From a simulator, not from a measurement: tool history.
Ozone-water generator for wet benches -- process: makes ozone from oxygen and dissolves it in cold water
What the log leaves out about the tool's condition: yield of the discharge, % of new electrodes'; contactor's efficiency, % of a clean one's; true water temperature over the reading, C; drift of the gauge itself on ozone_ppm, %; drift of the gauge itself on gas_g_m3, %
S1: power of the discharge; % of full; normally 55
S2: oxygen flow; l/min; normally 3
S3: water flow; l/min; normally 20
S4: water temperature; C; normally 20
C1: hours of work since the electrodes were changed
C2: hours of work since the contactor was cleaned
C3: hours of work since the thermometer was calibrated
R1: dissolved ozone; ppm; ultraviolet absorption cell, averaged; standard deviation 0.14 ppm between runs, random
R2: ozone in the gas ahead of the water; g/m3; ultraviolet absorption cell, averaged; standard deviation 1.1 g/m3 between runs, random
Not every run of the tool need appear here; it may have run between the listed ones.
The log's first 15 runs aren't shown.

run 16 hour=856.2 | S1=55 S2=3 S3=20 S4=20 | C1=708 C2=1849 C3=2555 | R1=16.1 R2=193
run 17 hour=910.5 | S1=55 S2=3.28 S3=20 S4=20 | C1=748 C2=1889 C3=2594 | R1=16.1 R2=179.4
run 18 hour=966.6 | S1=91 S2=2.43 S3=21 S4=20 | C1=789 C2=1930 C3=2635 | R1=23.6 R2=336.3
run 19 hour=1008.6 | S1=44 S2=4.28 S3=20 S4=26 | C1=819 C2=1961 C3=2666 | R1=11.9 R2=125.5
-- hour=1080.6 gauge calibrated
run 20 hour=1088.2 | S1=44 S2=4.28 S3=20 S4=26 | C1=878 C2=2019 C3=2725 | R1=12.3 R2=128
run 21 hour=1169.7 | S1=44 S2=2.36 S3=17 S4=12 | C1=937 C2=2079 C3=2784 | R1=16.4 R2=189.9
run 22 hour=1227.5 | S1=44 S2=4.17 S3=27 S4=14 | C1=980 C2=2121 C3=2827 | R1=11 R2=131.6
-- hour=1241.8 water thermometer calibrated
run 23 hour=1280.3 | S1=44 S2=4.17 S3=27 S4=14 | C1=1018 C2=2159 C3=28 | R1=11.3 R2=129.5
run 24 hour=1316.6 | S1=44 S2=4.17 S3=27 S4=14 | C1=1045 C2=2186 C3=55 | R1=11.2 R2=130.3
run 25 hour=1360.1 | S1=59 S2=3 S3=20 S4=16 | C1=1077 C2=2218 C3=87 | R1=18.2 R2=206.5
run 26 hour=1423.2 | S1=48 S2=3.39 S3=24 S4=14 | C1=1123 C2=2264 C3=133 | R1=13.2 R2=161
run 27 hour=1475 | S1=48 S2=3.51 S3=24 S4=25 | C1=1161 C2=2302 C3=171 | R1=11.8 R2=155.1
run 28 hour=1514.6 | S1=48 S2=3.51 S3=24 S4=25 | C1=1190 C2=2331 C3=200 | R1=11.6 R2=155.9
run 29 hour=1569.6 | S1=40 S2=3.51 S3=21 S4=13 | C1=1230 C2=2371 C3=240 | R1=12.7 R2=134.5
run 30 hour=1616.8 | S1=40 S2=3.51 S3=21 S4=13 | C1=1265 C2=2406 C3=275 | R1=12.8 R2=134.4
run 31 hour=1699.6 | S1=40 S2=3.51 S3=21 S4=13 | C1=1325 C2=2466 C3=335 | R1=12.9 R2=133
run 32 hour=1742.7 | S1=49 S2=3.49 S3=18 S4=21 | C1=1357 C2=2498 C3=367 | R1=15.4 R2=158.8
run 33 hour=1779.8 | S1=55 S2=2.57 S3=16 S4=20 | C1=1384 C2=2525 C3=394 | R1=19.5 R2=213.5

Alternative continuations, all from the tool just after run 33; predict every row:
run A hour=1842.7 | S1=55 S2=3 S3=20 S4=22 | C1=1430 C2=2571 C3=440 | R1=? R2=?
run B hour=1842.7 | S1=42 S2=3.74 S3=12 S4=20 | C1=1430 C2=2571 C3=440 | R1=? R2=?
run C hour=1842.7 | S1=55 S2=4.21 S3=16 S4=20 | C1=1430 C2=2571 C3=440 | R1=? R2=?
run D hour=1842.7 | S1=90 S2=2 S3=19 S4=20 | C1=1430 C2=2571 C3=440 | R1=? R2=?

run=A R1=15.8 R2=191.5
run=B R1=17.8 R2=131.5
run=C R1=18.6 R2=152.6
run=D R1=25 R2=380.9
Without the tool's unlogged condition, the same runs would have read:
run=A R1=15.8 R2=195.6
run=B R1=17.8 R2=134.3
run=C R1=18.6 R2=155.8
run=D R1=25 R2=389.1
